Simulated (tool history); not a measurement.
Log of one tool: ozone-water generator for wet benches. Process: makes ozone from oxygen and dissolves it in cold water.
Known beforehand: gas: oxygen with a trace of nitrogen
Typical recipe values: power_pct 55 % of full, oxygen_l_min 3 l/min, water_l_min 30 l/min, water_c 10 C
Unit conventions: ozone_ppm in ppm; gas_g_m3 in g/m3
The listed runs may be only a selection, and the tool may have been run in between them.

run    hour  power_pct  oxygen_l_min  water_l_min  water_c  ozone_ppm  gas_g_m3
  1       0         55             3           30       10       12.1     185.9
  2    68.8         55             3           30       10       12.1     185.8
  3   106.3         55          3.06           30       10       11.8     183.5
  4   179.5         55             3           30       13         12     184.7
  5   212.2         42             3           30       10        9.3     146.6
  6   272.8         42             3           30       10        9.4     143.9
  7   335.7         42             3           30       10        9.5     143.5
  8   404.1         55             3           30       18       11.4     183.2
  9   439.7         55             3           30       18       11.3     185.8
 10   493.5         55             3           30       10       11.9     182.1
 11   553.8         55             3           30       10       11.9     183.7
 12     611         55             3           30       10       11.9     182.7
 13   670.2         55             3           30       10       11.8     183.6
 14   732.6         55             3           30       10       11.9     182.9
 15   803.1         55             3           30       10         12     180.9
      810.4  -- contactor cleaned
 16   874.2         55             3           30       10       11.5     182.8
 17   911.8         55             3           30       10       11.5     180.3
 18   947.5         55             3           25       10       13.9     179.3
 19   990.6         55          1.65           30       10        9.5     248.9
 20  1027.9         55          3.69           30       12       11.9     161.8
 21  1068.2         54             3           30       10       11.2     176.7
 22  1117.8         54             3           30       10       11.1     175.9
 23  1180.4         80             3           30       10       15.5     248.9

The next listed run, before its measurement:
     1187.8  -- contactor cleaned, once more
 24  1219.2         55             3           20        8          ?         ?

Logged for run 24: ozone_ppm 18.4 ppm, gas_g_m3 180.3 g/m3.
With the hidden condition absent and the run-to-run variation left alone, this run would have shown ozone_ppm 19.8 ppm, gas_g_m3 192.2 g/m3.
